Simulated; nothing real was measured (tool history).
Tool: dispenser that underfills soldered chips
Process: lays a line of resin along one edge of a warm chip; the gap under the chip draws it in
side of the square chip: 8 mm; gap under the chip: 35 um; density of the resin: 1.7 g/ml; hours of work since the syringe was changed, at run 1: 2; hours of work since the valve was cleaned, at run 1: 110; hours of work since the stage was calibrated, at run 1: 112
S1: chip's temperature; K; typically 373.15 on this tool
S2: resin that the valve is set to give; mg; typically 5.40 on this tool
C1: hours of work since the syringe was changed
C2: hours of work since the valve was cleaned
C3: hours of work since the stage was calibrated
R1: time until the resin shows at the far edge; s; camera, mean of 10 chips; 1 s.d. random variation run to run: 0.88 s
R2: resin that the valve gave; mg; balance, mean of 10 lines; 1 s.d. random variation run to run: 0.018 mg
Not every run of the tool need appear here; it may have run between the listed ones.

{"run": 1, "hour": 0.0, "S1": 373.15, "S2": 5.4, "C1": 2, "C2": 110, "C3": 112, "R1": 102.5, "R2": 5.07}
{"run": 2, "hour": 2.9, "S1": 373.15, "S2": 5.4, "C1": 5, "C2": 112, "C3": 114, "R1": 121.5, "R2": 5.05}
{"hour": 6.3, "done": "new syringe of resin"}
{"run": 3, "hour": 9.8, "S1": 373.15, "S2": 5.4, "C1": 3, "C2": 117, "C3": 119, "R1": 107.5, "R2": 5.04}
{"run": 4, "hour": 13.7, "S1": 373.15, "S2": 5.4, "C1": 6, "C2": 120, "C3": 122, "R1": 137.6, "R2": 5.04}
{"hour": 15.5, "done": "new syringe of resin"}
{"run": 5, "hour": 20.1, "S1": 373.15, "S2": 5.4, "C1": 4, "C2": 125, "C3": 127, "R1": 116.8, "R2": 5.07}
{"hour": 24.6, "done": "new syringe of resin"}
{"run": 6, "hour": 26.8, "S1": 373.15, "S2": 4.78, "C1": 2, "C2": 130, "C3": 132, "R1": 101.1, "R2": 4.44}
{"hour": 33.7, "done": "new syringe of resin"}
{"run": 7, "hour": 33.7, "S1": 386.15, "S2": 4.78, "C1": 0, "C2": 136, "C3": 137, "R1": 56.1, "R2": 4.46}
{"run": 8, "hour": 38.0, "S1": 373.15, "S2": 5.4, "C1": 3, "C2": 139, "C3": 141, "R1": 112.1, "R2": 4.99}
{"hour": 42.0, "done": "dispensing valve cleaned and set on the balance"}
{"hour": 44.2, "done": "new syringe of resin"}
{"run": 9, "hour": 45.1, "S1": 373.15, "S2": 5.4, "C1": 1, "C2": 2, "C3": 145, "R1": 87.7, "R2": 5.37}
{"run": 10, "hour": 48.6, "S1": 373.15, "S2": 5.4, "C1": 3, "C2": 5, "C3": 148, "R1": 111.2, "R2": 5.39}
{"run": 11, "hour": 52.9, "S1": 373.15, "S2": 5.4, "C1": 7, "C2": 8, "C3": 151, "R1": 148.9, "R2": 5.37}
{"hour": 53.7, "done": "new syringe of resin"}
{"run": 12, "hour": 58.1, "S1": 373.15, "S2": 5.24, "C1": 4, "C2": 12, "C3": 155, "R1": 112.6, "R2": 5.19}
{"hour": 62.9, "done": "new syringe of resin"}
{"run": 13, "hour": 65.0, "S1": 373.15, "S2": 5.24, "C1": 2, "C2": 18, "C3": 161, "R1": 96.9, "R2": 5.22}
{"run": 14, "hour": 69.9, "S1": 373.15, "S2": 5.24, "C1": 5, "C2": 21, "C3": 164, "R1": 135.0, "R2": 5.17}
{"hour": 72.2, "done": "new syringe of resin"}
{"run": 15, "hour": 76.4, "S1": 373.15, "S2": 6.26, "C1": 3, "C2": 26, "C3": 169, "R1": 107.9, "R2": 6.15}

Estimate the outcome of run 16 from the log above:
{"run": 16, "hour": 79.6, "S1": 387.15, "S2": 4.94, "C1": 6, "C2": 29, "C3": 172, "R1": "?", "R2": "?"}

{"run 16": {"R1": 90.9, "R2": 4.87}}
Had the tool carried no hidden state, the very same run would have given R1 54.5 s, R2 4.96 mg.
